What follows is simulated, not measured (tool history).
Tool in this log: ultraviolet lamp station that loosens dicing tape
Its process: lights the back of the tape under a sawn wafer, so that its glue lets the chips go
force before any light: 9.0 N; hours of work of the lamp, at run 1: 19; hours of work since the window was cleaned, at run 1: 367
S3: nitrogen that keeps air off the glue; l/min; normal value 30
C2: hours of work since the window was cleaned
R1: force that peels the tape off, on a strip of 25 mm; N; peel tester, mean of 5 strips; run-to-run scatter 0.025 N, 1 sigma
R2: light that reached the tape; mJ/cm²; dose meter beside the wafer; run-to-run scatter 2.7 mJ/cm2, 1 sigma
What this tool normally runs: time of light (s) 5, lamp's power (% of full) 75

Run 1, day 0: usual settings; hours of work of the lamp 19; C2 367. Result: R1 1.53 N, R2 330 mJ/cm².
Run 2, day 1.329: usual settings but time of light (s) 7; hours of work of the lamp 36; C2 385. Result: R1 0.816 N, R2 456 mJ/cm².
Run 3, day 2.708: usual settings but lamp's power (% of full) 93; hours of work of the lamp 54; C2 403. Result: R1 1.054 N, R2 396 mJ/cm².
Run 4, day 3.8: usual settings but lamp's power (% of full) 93; hours of work of the lamp 69; C2 417. Result: R1 1.1 N, R2 398 mJ/cm².
Run 5, day 6.396: usual settings but lamp's power (% of full) 93; hours of work of the lamp 103; C2 451. Result: R1 1.113 N, R2 384 mJ/cm².
At day 7.183: window cleaned of glue's vapour.
Run 6, day 7.65: usual settings; hours of work of the lamp 119; C2 6. Result: R1 1.827 N, R2 290 mJ/cm².
Run 7, day 9.812: usual settings; hours of work of the lamp 147; C2 35. Result: R1 1.856 N, R2 284 mJ/cm².
Run 8, day 12.054: usual settings; hours of work of the lamp 177; C2 64. Result: R1 1.902 N, R2 279 mJ/cm².
Run 9, day 14.579: usual settings; hours of work of the lamp 210; C2 97. Result: R1 2.047 N, R2 273 mJ/cm².
At day 15.525: window cleaned of glue's vapour, once more.
Run 10, day 16.283: usual settings; hours of work of the lamp 232; C2 10. Result: R1 1.461 N, R2 338 mJ/cm².
Run 11, day 17.458: usual settings but time of light (s) 3; hours of work of the lamp 248; C2 25. Result: R1 2.923 N, R2 199 mJ/cm².
Run 12, day 19.112: usual settings but lamp's power (% of full) 65; hours of work of the lamp 269; C2 47. Result: R1 1.898 N, R2 288 mJ/cm².
Run 13, day 20.917: usual settings but lamp's power (% of full) 65; hours of work of the lamp 293; C2 71. Result: R1 1.933 N, R2 291 mJ/cm².
Run 14, day 23.108: usual settings but lamp's power (% of full) 65; hours of work of the lamp 322; C2 100. Result: R1 1.961 N, R2 279 mJ/cm².
Run 15, day 25.358: usual settings but lamp's power (% of full) 65; hours of work of the lamp 352; C2 129. Result: R1 1.967 N, R2 270 mJ/cm².
Run 16, day 27.7: usual settings; hours of work of the lamp 382; C2 160. Result: R1 1.665 N, R2 314 mJ/cm².
Run 17, day 28.983: usual settings but time of light (s) 8, lamp's power (% of full) 90, S3 22 l/min; hours of work of the lamp 399; C2 177. Result: R1 0.635 N, R2 593 mJ/cm².
Run 18, day 31.621: usual settings but time of light (s) 8, lamp's power (% of full) 90, S3 22 l/min; hours of work of the lamp 434; C2 212. Result: R1 0.668 N, R2 573 mJ/cm².
Run 19, day 33.3: usual settings but time of light (s) 2, lamp's power (% of full) 61, S3 10 l/min; hours of work of the lamp 456; C2 234. Result: R1 6.268 N, R2 95 mJ/cm².
Run 20, day 35.892: usual settings but time of light (s) 2, lamp's power (% of full) 61, S3 10 l/min; hours of work of the lamp 490; C2 268. Result: R1 6.148 N, R2 93 mJ/cm².
Run 21, day 38.058: usual settings but time of light (s) 2, lamp's power (% of full) 61, S3 10 l/min; hours of work of the lamp 519; C2 296. Result: R1 6.337 N, R2 90 mJ/cm².
Run 22, day 39.838: usual settings but lamp's power (% of full) 72; hours of work of the lamp 542; C2 320. Result: R1 2.126 N, R2 264 mJ/cm².
Run 23, day 41.679: usual settings but time of light (s) 4, lamp's power (% of full) 87; hours of work of the lamp 566; C2 344. Result: R1 2.13 N, R2 256 mJ/cm².
Run 24, day 42.85: usual settings but lamp's power (% of full) 95, S3 57 l/min; hours of work of the lamp 582; C2 360. Result: R1 1.028 N, R2 345 mJ/cm².
Run 25, day 45.075: usual settings but lamp's power (% of full) 69, S3 55 l/min; hours of work of the lamp 611; C2 389. Result: R1 1.838 N, R2 250 mJ/cm².
At day 46.75: lamp changed.
Run 26, day 47.512: usual settings but lamp's power (% of full) 69, S3 51 l/min; hours of work of the lamp 10; C2 420. Result: R1 1.324 N, R2 314 mJ/cm².
Run 27, day 49.433: usual settings but time of light (s) 6, lamp's power (% of full) 99, S3 51 l/min; hours of work of the lamp 35; C2 446. Result: R1 0.49 N, R2 517 mJ/cm².
At day 50.804: window cleaned of glue's vapour.
Run 28, day 51.45: usual settings but time of light (s) 6, lamp's power (% of full) 99, S3 51 l/min; hours of work of the lamp 62; C2 9. Result: R1 0.419 N, R2 567 mJ/cm².
Run 29, day 53.35: usual settings but time of light (s) 2, lamp's power (% of full) 89; hours of work of the lamp 87; C2 33. Result: R1 3.496 N, R2 170 mJ/cm².
Run 30, day 55.95: usual settings but time of light (s) 3, lamp's power (% of full) 87; hours of work of the lamp 121; C2 68. Result: R1 2.364 N, R2 246 mJ/cm².
Run 31, day 57.938: usual settings but time of light (s) 4, S3 24 l/min; hours of work of the lamp 147; C2 94. Result: R1 2.12 N, R2 275 mJ/cm².

Below are 4 alternative next runs, each starting from the tool's condition after run 31. Predict each:
Run A, day 60.579: usual settings but time of light (s) 4, lamp's power (% of full) 98, S3 32 l/min; hours of work of the lamp 182; C2 129. Result: R1 ?, R2 ?.
Run B, day 60.579: usual settings but time of light (s) 4, lamp's power (% of full) 91, S3 18 l/min; hours of work of the lamp 182; C2 129. Result: R1 ?, R2 ?.
Run C, day 60.579: usual settings but S3 24 l/min; hours of work of the lamp 182; C2 129. Result: R1 ?, R2 ?.
Run D, day 60.579: usual settings but time of light (s) 9, lamp's power (% of full) 89, S3 39 l/min; hours of work of the lamp 182; C2 129. Result: R1 ?, R2 ?.

run     R1   R2
  A   1.33  352
  B  1.959  327
  C  1.637  337
  D  0.334  725
With the hidden condition removed and each run's random variation left untouched, the same runs would have given:
run     R1   R2
  A  1.119  388
  B  1.695  361
  C  1.395  372
  D  0.297  799
